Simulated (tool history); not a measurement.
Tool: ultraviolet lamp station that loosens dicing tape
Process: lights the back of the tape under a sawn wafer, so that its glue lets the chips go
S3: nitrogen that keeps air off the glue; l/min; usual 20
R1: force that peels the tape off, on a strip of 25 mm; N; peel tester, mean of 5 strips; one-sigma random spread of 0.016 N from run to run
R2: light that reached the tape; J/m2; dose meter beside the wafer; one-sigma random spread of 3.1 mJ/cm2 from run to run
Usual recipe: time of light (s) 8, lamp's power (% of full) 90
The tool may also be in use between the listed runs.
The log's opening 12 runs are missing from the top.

run 13 hour=200.1 | time_of_light_(s)=6 lamp's_power_(%_of_full)=97 S3=20 | R1=2.123 R2=2600
run 14 hour=210.8 | time_of_light_(s)=8 lamp's_power_(%_of_full)=90 S3=13 | R1=1.869 R2=3120
run 15 hour=231.1 | time_of_light_(s)=10 lamp's_power_(%_of_full)=90 S3=20 | R1=1.108 R2=3910
run 16 hour=253 | time_of_light_(s)=5 lamp's_power_(%_of_full)=90 S3=20 | R1=2.86 R2=1920
run 17 hour=263.4 | time_of_light_(s)=8 lamp's_power_(%_of_full)=90 S3=20 | R1=1.7 R2=3100
run 18 hour=273.5 | time_of_light_(s)=8 lamp's_power_(%_of_full)=83 S3=20 | R1=1.882 R2=2770
run 19 hour=293.6 | time_of_light_(s)=5 lamp's_power_(%_of_full)=66 S3=24 | R1=3.829 R2=1370
run 20 hour=306.9 | time_of_light_(s)=8 lamp's_power_(%_of_full)=88 S3=20 | R1=1.819 R2=2930
run 21 hour=319.6 | time_of_light_(s)=8 lamp's_power_(%_of_full)=88 S3=20 | R1=1.788 R2=2900
run 22 hour=333.5 | time_of_light_(s)=8 lamp's_power_(%_of_full)=88 S3=27 | R1=1.568 R2=2880
run 23 hour=343.4 | time_of_light_(s)=8 lamp's_power_(%_of_full)=88 S3=27 | R1=1.613 R2=2900
run 24 hour=364.7 | time_of_light_(s)=8 lamp's_power_(%_of_full)=88 S3=27 | R1=1.672 R2=2840
run 25 hour=378.8 | time_of_light_(s)=8 lamp's_power_(%_of_full)=90 S3=13 | R1=2.189 R2=2870
run 26 hour=390.5 | time_of_light_(s)=8 lamp's_power_(%_of_full)=90 S3=13 | R1=2.029 R2=2850
run 27 hour=410.4 | time_of_light_(s)=8 lamp's_power_(%_of_full)=90 S3=13 | R1=2.17 R2=2830
-- hour=427.3 window cleaned of glue's vapour
run 28 hour=430.2 | time_of_light_(s)=7 lamp's_power_(%_of_full)=83 S3=17 | R1=2.392 R2=2470
run 29 hour=452.5 | time_of_light_(s)=6 lamp's_power_(%_of_full)=78 S3=27 | R1=2.752 R2=1980
run 30 hour=473.3 | time_of_light_(s)=6 lamp's_power_(%_of_full)=78 S3=27 | R1=2.725 R2=1910
run 31 hour=496.5 | time_of_light_(s)=14 lamp's_power_(%_of_full)=68 S3=15 | R1=1.307 R2=3920
run 32 hour=516.3 | time_of_light_(s)=7 lamp's_power_(%_of_full)=90 S3=35 | R1=1.864 R2=2550
run 33 hour=534.7 | time_of_light_(s)=8 lamp's_power_(%_of_full)=88 S3=20 | R1=1.851 R2=2780
run 34 hour=547.8 | time_of_light_(s)=8 lamp's_power_(%_of_full)=88 S3=20 | R1=1.969 R2=2770
run 35 hour=567.6 | time_of_light_(s)=6 lamp's_power_(%_of_full)=74 S3=36 | R1=2.949 R2=1680
run 36 hour=590.6 | time_of_light_(s)=7 lamp's_power_(%_of_full)=89 S3=22 | R1=2.247 R2=2380

Here are 4 independent what-if runs from the current tool condition. What would each one return?
run A hour=608.8 | time_of_light_(s)=8 lamp's_power_(%_of_full)=74 S3=7 | R1=? R2=?
run B hour=608.8 | time_of_light_(s)=8 lamp's_power_(%_of_full)=78 S3=25 | R1=? R2=?
run C hour=608.8 | time_of_light_(s)=6 lamp's_power_(%_of_full)=90 S3=20 | R1=? R2=?
run D hour=608.8 | time_of_light_(s)=8 lamp's_power_(%_of_full)=90 S3=20 | R1=? R2=?

run=A R1=3.331 R2=2250
run=B R1=2.252 R2=2380
run=C R1=2.698 R2=2060
run=D R1=1.914 R2=2690
The same runs, with their run-to-run variation unchanged, on a tool lacking any hidden condition would have given:
run=A R1=1.756 R2=3940
run=B R1=0.932 R2=4170
run=C R1=1.256 R2=3610
run=D R1=0.751 R2=4730
